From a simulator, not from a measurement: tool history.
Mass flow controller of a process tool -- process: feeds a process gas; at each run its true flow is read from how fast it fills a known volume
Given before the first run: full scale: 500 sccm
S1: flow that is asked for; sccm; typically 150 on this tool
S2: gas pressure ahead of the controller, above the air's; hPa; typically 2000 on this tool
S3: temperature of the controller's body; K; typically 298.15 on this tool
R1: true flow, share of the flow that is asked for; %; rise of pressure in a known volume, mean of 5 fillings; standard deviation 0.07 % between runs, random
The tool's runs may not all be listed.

run	hour	S1	S2	S3	R1
1	0	150	2000	298.15	103.11
2	178.2	150	1990	298.15	103.18
3	456.8	150	2000	298.15	103.35
4	757.2	150	2000	298.15	103.46
5	1036.7	150	2000	298.15	103.6
6	1358.2	150	2000	298.15	103.9
7	1587.8	65	2000	298.15	107.45
8	1788	150	2000	298.15	103.92
9	2074.7	150	2000	298.15	104.19
10	2328.3	150	2000	298.15	104.4
11	2570.2	150	2000	298.15	104.32
12	2755.7	150	2000	298.15	104.51
13	2960.7	53	2000	298.15	110.51
14	3178.2	150	2000	298.15	104.6
15	3451.3	150	2000	301.15	104.64
16	3656.6	150	2000	301.15	104.75
# hour 3722.1: controller's zero set anew
17	3821.9	150	2000	301.15	101.2
18	4100.5	265	2170	302.15	101.62
19	4377.3	265	2170	302.15	101.76
20	4590.9	265	2170	302.15	101.71
21	4862	265	2170	302.15	101.88
22	5094.1	50	1770	298.15	102.63
23	5251.4	66	2190	299.15	102.58
24	5582.1	66	2190	299.15	102.88
25	5912.1	84	2090	302.15	102.62
26	6277.8	150	2000	305.15	102.09
27	6507.8	261	1420	298.15	102.6

Branching from run 27: 5 alternative next runs. What would each branch give?
A	6700.9	346	1420	298.15	?
B	6700.9	261	1420	293.15	?
C	6700.9	86	1420	308.15	?
D	6700.9	150	1420	301.15	?
E	6700.9	141	1420	298.15	?

run	R1
A	102.72
B	102.92
C	102.51
D	102.47
E	102.73
The same runs, with their run-to-run variation unchanged, on a tool lacking any hidden condition would have given:
run	R1
A	99.36
B	99.43
C	97.91
D	98.57
E	98.77

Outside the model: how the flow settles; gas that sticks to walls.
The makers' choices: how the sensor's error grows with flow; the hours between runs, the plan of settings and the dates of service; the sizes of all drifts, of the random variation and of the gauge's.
